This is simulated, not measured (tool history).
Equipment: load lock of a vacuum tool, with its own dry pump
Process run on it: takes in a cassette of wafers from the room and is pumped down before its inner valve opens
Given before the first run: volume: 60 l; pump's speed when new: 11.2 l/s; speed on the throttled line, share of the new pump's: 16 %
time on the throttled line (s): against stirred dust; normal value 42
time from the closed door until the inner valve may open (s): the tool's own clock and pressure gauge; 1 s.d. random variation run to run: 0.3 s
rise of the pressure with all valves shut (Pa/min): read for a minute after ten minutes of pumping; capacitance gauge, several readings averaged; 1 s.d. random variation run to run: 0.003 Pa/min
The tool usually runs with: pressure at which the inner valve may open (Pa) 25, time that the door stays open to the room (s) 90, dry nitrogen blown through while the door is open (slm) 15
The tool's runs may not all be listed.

| run | hour | time on the throttled line (s) | pressure at which the inner valve may open (Pa) | time that the door stays open to the room (s) | dry nitrogen blown through while the door is open (slm) | incoming humidity of the room's air, % | time from the closed door until the inner valve may open (s) | rise of the pressure with all valves shut (Pa/min) |
|---|---|---|---|---|---|---|---|---|
| 1 | 0.0 | 42 | 25 | 90 | 15 | 46.8 | 80.5 | 0.319 |
| 2 | 96.6 | 42 | 25 | 90 | 15 | 48.4 | 80.1 | 0.330 |
| 3 | 217.1 | 42 | 25 | 90 | 15 | 46.1 | 80.2 | 0.345 |
| 4 | 345.1 | 42 | 25 | 90 | 15 | 45.8 | 80.4 | 0.355 |
| 5 | 513.7 | 42 | 25 | 90 | 15 | 46.3 | 80.3 | 0.362 |
| 6 | 696.6 | 42 | 25 | 90 | 14 | 46.7 | 80.1 | 0.381 |
| 7 | 819.2 | 42 | 25 | 90 | 14 | 45.3 | 80.3 | 0.384 |
| 8 | 916.9 | 42 | 25 | 90 | 14 | 45.0 | 80.1 | 0.396 |
| 9 | 1053.7 | 42 | 25 | 90 | 14 | 43.7 | 80.5 | 0.405 |
| 10 | 1200.4 | 42 | 25 | 90 | 15 | 44.4 | 81.0 | 0.424 |
| 11 | 1382.7 | 42 | 25 | 90 | 15 | 44.8 | 80.3 | 0.436 |
| 12 | 1526.4 | 42 | 25 | 90 | 5 | 47.9 | 80.4 | 0.461 |
| 13 | 1684.0 | 42 | 25 | 90 | 15 | 45.7 | 80.9 | 0.469 |
| 14 | 1820.2 | 42 | 22 | 90 | 15 | 43.8 | 81.0 | 0.467 |
| 15 | 1981.7 | 42 | 22 | 90 | 15 | 46.8 | 80.9 | 0.490 |
| 16 | 2115.1 | 42 | 25 | 127 | 15 | 46.4 | 80.5 | 0.502 |
| 17 | 2265.3 | 42 | 25 | 127 | 15 | 46.7 | 80.9 | 0.532 |
| 18 | 2348.1 | 42 | 25 | 104 | 6 | 46.7 | 80.6 | 0.533 |
| 19 | 2468.0 | 62 | 25 | 203 | 17 | 48.5 | 98.2 | 0.564 |
| 20 | 2578.7 | 62 | 25 | 203 | 17 | 42.5 | 97.4 | 0.576 |
| 21 | 2752.0 | 42 | 25 | 196 | 16 | 45.2 | 80.9 | 0.586 |
| 22 | 2945.2 | 42 | 25 | 196 | 16 | 46.7 | 80.4 | 0.612 |
|  | 2989.2 | door's seal changed, seat wiped |
| 23 | 3044.1 | 42 | 25 | 196 | 16 | 40.4 | 81.7 | 0.071 |
| 24 | 3211.3 | 42 | 33 | 196 | 16 | 48.2 | 79.3 | 0.093 |
| 25 | 3360.5 | 42 | 33 | 196 | 16 | 45.9 | 79.5 | 0.092 |
| 26 | 3538.7 | 55 | 32 | 31 | 9 | 43.8 | 90.9 | 0.041 |
| 27 | 3708.0 | 80 | 25 | 90 | 16 | 46.6 | 112.4 | 0.059 |
| 28 | 3855.6 | 31 | 28 | 90 | 42 | 45.6 | 71.1 | 0.049 |
| 29 | 4015.5 | 31 | 28 | 90 | 42 | 47.2 | 71.6 | 0.058 |
| 30 | 4105.9 | 31 | 28 | 90 | 6 | 44.6 | 70.9 | 0.081 |
| 31 | 4256.2 | 42 | 26 | 98 | 23 | 44.5 | 80.6 | 0.074 |
| 32 | 4423.6 | 69 | 25 | 90 | 5 | 45.4 | 104.0 | 0.102 |

Forecast each of these 5 alternatives for the next run:
| A | 4596.2 | 37 | 25 | 90 | 5 | 41.9 | ? | ? |
| B | 4596.2 | 54 | 25 | 90 | 28 | 43.5 | ? | ? |
| C | 4596.2 | 78 | 26 | 90 | 5 | 43.3 | ? | ? |
| D | 4596.2 | 42 | 22 | 198 | 27 | 46.9 | ? | ? |
| E | 4596.2 | 37 | 25 | 58 | 15 | 44.3 | ? | ? |

| run | time from the closed door until the inner valve may open (s) | rise of the pressure with all valves shut (Pa/min) |
|---|---|---|
| A | 77.3 | 0.097 |
| B | 91.4 | 0.078 |
| C | 111.0 | 0.103 |
| D | 81.7 | 0.112 |
| E | 76.8 | 0.083 |
The same runs, with their run-to-run variation unchanged, on a tool lacking any hidden condition would have given:
| run | time from the closed door until the inner valve may open (s) | rise of the pressure with all valves shut (Pa/min) |
|---|---|---|
| A | 75.7 | 0.055 |
| B | 89.7 | 0.036 |
| C | 109.6 | 0.060 |
| D | 80.1 | 0.069 |
| E | 75.1 | 0.039 |
